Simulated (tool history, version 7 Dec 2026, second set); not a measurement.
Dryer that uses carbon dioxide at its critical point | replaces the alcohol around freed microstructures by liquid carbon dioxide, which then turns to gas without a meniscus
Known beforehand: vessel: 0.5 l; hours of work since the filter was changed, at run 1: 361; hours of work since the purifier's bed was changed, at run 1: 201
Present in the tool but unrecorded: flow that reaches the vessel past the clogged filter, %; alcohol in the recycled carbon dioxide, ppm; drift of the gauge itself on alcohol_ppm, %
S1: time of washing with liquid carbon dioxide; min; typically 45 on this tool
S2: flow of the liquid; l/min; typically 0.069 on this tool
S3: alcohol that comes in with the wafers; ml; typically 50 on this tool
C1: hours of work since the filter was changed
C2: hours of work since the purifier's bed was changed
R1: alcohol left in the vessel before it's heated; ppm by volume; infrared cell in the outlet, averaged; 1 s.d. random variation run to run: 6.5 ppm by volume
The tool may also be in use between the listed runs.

run	day	S1	S2	S3	C1	C2	R1
1	0	45	0.069	50	361	201	397
2	0.433	45	0.069	50	368	208	400
3	1.179	45	0.069	33	380	220	279
4	1.646	45	0.069	33	387	228	282
5	2.125	45	0.069	33	395	235	291
6	2.604	45	0.069	33	402	243	283
7	3.346	45	0.069	50	414	255	412
8	4.079	45	0.069	50	426	267	429
9	4.667	45	0.069	50	435	276	426
10	5.279	62	0.069	50	445	286	109
11	5.654	62	0.069	50	451	292	106
12	6.346	65	0.069	50	462	303	94
13	6.938	45	0.069	50	471	312	437
14	7.242	45	0.069	50	476	317	449
15	7.654	45	0.069	50	483	324	461
# day 8.1: inlet filter changed
16	8.296	45	0.069	50	3	333	337
17	8.738	45	0.069	25	10	340	214
18	9.133	45	0.0625	25	16	347	325
19	9.558	45	0.0625	25	23	353	305
20	10.267	31	0.0625	43	35	365	2284
21	10.7	31	0.0625	43	42	372	2445
22	11.362	60	0.0593	29	52	382	155
23	11.667	57	0.1064	50	57	387	71
24	12.083	57	0.1064	50	64	394	85
25	12.708	59	0.069	68	74	404	139
26	13.096	30	0.0838	23	80	410	456
27	13.6	30	0.0838	23	88	418	460
28	13.904	34	0.0564	84	93	423	4912
29	14.592	34	0.0921	84	104	434	494
30	15.179	34	0.0521	108	113	443	8646
31	15.75	50	0.069	38	122	452	203
32	16.467	63	0.0971	37	134	464	94
33	16.962	38	0.0908	59	142	472	252
34	17.454	28	0.0729	25	149	480	1191
35	17.958	45	0.0779	50	157	488	222
36	18.646	45	0.069	48	168	499	390

Predict each of these 5 candidate next runs independently; none follows another, all start after run 36:
A	19.308	51	0.069	48	179	509	?
B	19.308	54	0.1097	116	179	509	?
C	19.308	45	0.069	30	179	509	?
D	19.308	45	0.069	22	179	509	?
E	19.308	59	0.069	48	179	509	?

run	R1
A	233
B	101
C	293
D	248
E	156
Stripped of hidden state, with their random variation kept, the same runs would have yielded:
run	R1
A	116
B	7
C	171
D	132
E	49

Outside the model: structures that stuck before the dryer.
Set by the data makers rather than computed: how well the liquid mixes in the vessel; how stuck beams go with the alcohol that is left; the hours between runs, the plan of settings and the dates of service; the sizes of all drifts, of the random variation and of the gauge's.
